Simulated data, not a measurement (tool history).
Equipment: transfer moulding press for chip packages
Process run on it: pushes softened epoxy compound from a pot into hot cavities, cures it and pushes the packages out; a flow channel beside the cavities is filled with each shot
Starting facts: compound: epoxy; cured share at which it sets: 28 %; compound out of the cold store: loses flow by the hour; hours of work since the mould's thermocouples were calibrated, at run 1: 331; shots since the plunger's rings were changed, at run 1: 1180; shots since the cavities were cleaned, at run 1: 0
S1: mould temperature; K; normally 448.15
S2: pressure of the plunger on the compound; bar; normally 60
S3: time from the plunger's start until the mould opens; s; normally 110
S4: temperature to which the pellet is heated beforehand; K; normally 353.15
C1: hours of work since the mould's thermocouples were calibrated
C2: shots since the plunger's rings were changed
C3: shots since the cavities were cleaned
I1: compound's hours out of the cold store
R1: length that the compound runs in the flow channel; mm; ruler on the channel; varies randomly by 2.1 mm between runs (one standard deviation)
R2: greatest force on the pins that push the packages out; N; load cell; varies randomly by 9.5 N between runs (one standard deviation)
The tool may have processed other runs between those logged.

run	hour	S1	S2	S3	S4	C1	C2	C3	I1	R1	R2
1	0	448.15	60	110	353.15	331	1180	0	46.2	831	422
2	47.9	448.15	60	110	353.15	353	1514	334	42.4	845	622
# hour 68: mould's thermocouples calibrated
3	82.7	448.15	60	110	353.15	7	1743	563	24.8	931	697
4	110.8	448.15	60	110	359.15	19	1939	759	42.8	842	745
# hour 116.1: cavities cleaned with cleaning compound and waxed
5	161.2	448.15	60	110	359.15	42	2280	315	44.7	830	605
6	209.2	448.15	60	110	353.15	63	2614	649	16.7	966	740
# hour 229.6: cavities cleaned with cleaning compound and waxed
7	256.3	448.15	72.1	110	353.15	84	2932	186	17.8	1051	573
8	284	448.15	72.1	110	353.15	97	3125	379	22.8	1019	659
9	318.7	450.15	47.3	144	359.15	113	3367	621	33.1	775	675
# hour 346.9: cavities cleaned with cleaning compound and waxed
10	357.3	450.15	47.3	144	359.15	129	3626	73	21.9	821	449
11	403.6	448.15	60	145	344.15	150	3949	396	36	861	596
12	447	451.15	57.5	123	353.15	170	4251	698	32.6	847	676
# hour 463.9: cavities cleaned with cleaning compound and waxed
13	474.7	451.15	57.5	123	353.15	182	4433	75	42.6	803	467

Run by run, hidden condition taken away, random variation retained:
What the log doesn't record here: true mould temperature over the reading, C; pressure that reaches the compound, % of what is set; grip of the stained cavities, % over clean ones'; drift of the gauge itself on flow_mm, %; drift of the gauge itself on push_out_n, %.
run	R1	R2
1	840	416
2	856	435
3	944	428
4	855	431
5	845	419
6	987	436
7	1076	440
8	1045	443
9	796	407
10	845	395
11	889	392
12	876	393
13	832	412
